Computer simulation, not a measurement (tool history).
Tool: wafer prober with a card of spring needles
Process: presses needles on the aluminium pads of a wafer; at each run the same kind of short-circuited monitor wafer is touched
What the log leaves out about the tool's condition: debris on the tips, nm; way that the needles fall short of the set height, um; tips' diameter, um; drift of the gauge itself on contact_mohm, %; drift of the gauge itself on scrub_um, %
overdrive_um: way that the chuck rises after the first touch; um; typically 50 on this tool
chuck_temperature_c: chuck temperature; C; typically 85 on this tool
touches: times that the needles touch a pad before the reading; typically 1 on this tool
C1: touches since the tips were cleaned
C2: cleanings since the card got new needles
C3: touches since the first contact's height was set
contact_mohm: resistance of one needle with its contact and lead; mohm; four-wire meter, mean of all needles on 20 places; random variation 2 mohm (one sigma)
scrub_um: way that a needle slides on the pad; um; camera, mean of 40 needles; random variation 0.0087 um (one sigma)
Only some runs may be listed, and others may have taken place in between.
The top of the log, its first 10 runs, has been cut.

At day 28.846: tips cleaned on abrasive film.
At day 30.6: tips cleaned on abrasive film.
Run 11, day 30.6: usual settings; C1 0; C2 99; C3 24487. Result: contact_mohm 217 mohm, scrub_um 11.866 um.
At day 32.317: tips cleaned on abrasive film.
Run 12, day 32.812: usual settings; C1 2768; C2 100; C3 36811. Result: contact_mohm 215 mohm, scrub_um 11.855 um.
At day 34.121: tips cleaned on abrasive film.
At day 35.946: tips cleaned on abrasive film.
Run 13, day 36.533: usual settings; C1 3290; C2 102; C3 57526. Result: contact_mohm 221 mohm, scrub_um 11.875 um.
At day 37.75: tips cleaned on abrasive film.
At day 39.517: tips cleaned on abrasive film.
Run 14, day 39.762: usual settings; C1 1382; C2 104; C3 75494. Result: contact_mohm 222 mohm, scrub_um 11.88 um.
At day 41.196: tips cleaned on abrasive film.
Run 15, day 42.55: usual settings; C1 7559; C2 105; C3 91031. Result: contact_mohm 221 mohm, scrub_um 11.867 um.
At day 42.883: tips cleaned on abrasive film.
At day 44.333: height of the first contact set anew.
At day 44.512: tips cleaned on abrasive film.
Run 16, day 45.354: usual settings but chuck_temperature_c 59 C; C1 4696; C2 107; C3 5673. Result: contact_mohm 212 mohm, scrub_um 11.865 um.
At day 46.146: tips cleaned on abrasive film.
At day 47.892: tips cleaned on abrasive film.
Run 17, day 49.138: usual settings but overdrive_um 40 um, chuck_temperature_c 59 C; C1 6952; C2 109; C3 26745. Result: contact_mohm 219 mohm, scrub_um 9.495 um.
At day 49.662: tips cleaned on abrasive film.
At day 51.242: tips cleaned on abrasive film.
Run 18, day 51.704: usual settings but overdrive_um 67 um, chuck_temperature_c 121 C; C1 2586; C2 111; C3 41023. Result: contact_mohm 229 mohm, scrub_um 15.909 um.
At day 52.888: tips cleaned on abrasive film.
At day 54.667: tips cleaned on abrasive film.
Run 19, day 54.833: usual settings but touches 2; C1 925; C2 113; C3 58430. Result: contact_mohm 215 mohm, scrub_um 11.885 um.
At day 56.383: tips cleaned on abrasive film.
Run 20, day 57.167: usual settings but overdrive_um 47 um, chuck_temperature_c 42 C; C1 4360; C2 114; C3 71415. Result: contact_mohm 210 mohm, scrub_um 11.167 um.
At day 58.012: tips cleaned on abrasive film.
At day 59.804: tips cleaned on abrasive film.
Run 21, day 60.75: usual settings but overdrive_um 41 um, chuck_temperature_c 40 C; C1 5291; C2 116; C3 91376. Result: contact_mohm 211 mohm, scrub_um 9.745 um.
At day 61.558: tips cleaned on abrasive film.
At day 62.208: height of the first contact set anew.
Run 22, day 62.833: usual settings but overdrive_um 41 um, chuck_temperature_c 40 C; C1 7046; C2 117; C3 3478. Result: contact_mohm 213 mohm, scrub_um 9.748 um.
At day 63.375: tips cleaned on abrasive film.
At day 64.983: tips cleaned on abrasive film.
Run 23, day 65.117: usual settings but overdrive_um 41 um, chuck_temperature_c 40 C; C1 759; C2 119; C3 16174. Result: contact_mohm 213 mohm, scrub_um 9.727 um.
At day 66.604: tips cleaned on abrasive film.
Run 24, day 67.2: usual settings but overdrive_um 41 um, chuck_temperature_c 40 C; C1 3345; C2 120; C3 27780. Result: contact_mohm 212 mohm, scrub_um 9.735 um.
At day 68.421: tips cleaned on abrasive film.
At day 70.146: tips cleaned on abrasive film.
Run 25, day 70.821: usual settings but overdrive_um 53 um, chuck_temperature_c 40 C, touches 2; C1 3776; C2 122; C3 47934. Result: contact_mohm 205 mohm, scrub_um 12.589 um.
At day 71.988: tips cleaned on abrasive film.
Run 26, day 73.425: usual settings but overdrive_um 53 um, chuck_temperature_c 43 C, touches 2; C1 8028; C2 123; C3 62444. Result: contact_mohm 209 mohm, scrub_um 12.595 um.
At day 73.621: tips cleaned on abrasive film.
At day 75.338: tips cleaned on abrasive film.
At day 77.125: tips cleaned on abrasive film.
Run 27, day 77.167: usual settings but overdrive_um 35 um, chuck_temperature_c 90 C; C1 221; C2 126; C3 83240. Result: contact_mohm 230 mohm, scrub_um 8.319 um.
At day 78.858: tips cleaned on abrasive film.
Run 28, day 79.8: usual settings but overdrive_um 35 um, chuck_temperature_c 90 C; C1 5255; C2 127; C3 97922. Result: contact_mohm 229 mohm, scrub_um 8.328 um.
At day 80.067: height of the first contact set anew.
At day 80.496: tips cleaned on abrasive film.
At day 82.079: tips cleaned on abrasive film.
Run 29, day 82.462: usual settings but overdrive_um 35 um, chuck_temperature_c 90 C; C1 2155; C2 129; C3 13322. Result: contact_mohm 227 mohm, scrub_um 8.307 um.
At day 83.867: tips cleaned on abrasive film.
Run 30, day 85.288: usual settings but overdrive_um 31 um, chuck_temperature_c 41 C, touches 2; C1 7944; C2 130; C3 29068. Result: contact_mohm 217 mohm, scrub_um 7.366 um.
At day 85.554: tips cleaned on abrasive film.
At day 87.196: tips cleaned on abrasive film.
Run 31, day 88.467: usual settings but overdrive_um 48 um, chuck_temperature_c 35 C, touches 3; C1 7105; C2 132; C3 46759. Result: contact_mohm 209 mohm, scrub_um 11.396 um.

3 options for the next run, each taken on its own from the tool as it stands now. Forecast them:
At day 88.808: tips cleaned on abrasive film.
At day 90.471: tips cleaned on abrasive film.
Run A, day 91.404: usual settings but overdrive_um 56 um; C1 5203; C2 134; C3 63097. Result: contact_mohm ?, scrub_um ?.
At day 88.808: tips cleaned on abrasive film.
At day 90.471: tips cleaned on abrasive film.
Run B, day 91.404: usual settings but touches 3; C1 5203; C2 134; C3 63097. Result: contact_mohm ?, scrub_um ?.
At day 88.808: tips cleaned on abrasive film.
At day 90.471: tips cleaned on abrasive film.
Run C, day 91.404: usual settings but chuck_temperature_c 43 C; C1 5203; C2 134; C3 63097. Result: contact_mohm ?, scrub_um ?.

run  contact_mohm  scrub_um
  A           217    13.299
  B           221    11.882
  C           207    11.877
With no hidden state in the tool, these same runs would have given:
run  contact_mohm  scrub_um
  A           217    13.299
  B           220    11.882
  C           207    11.877
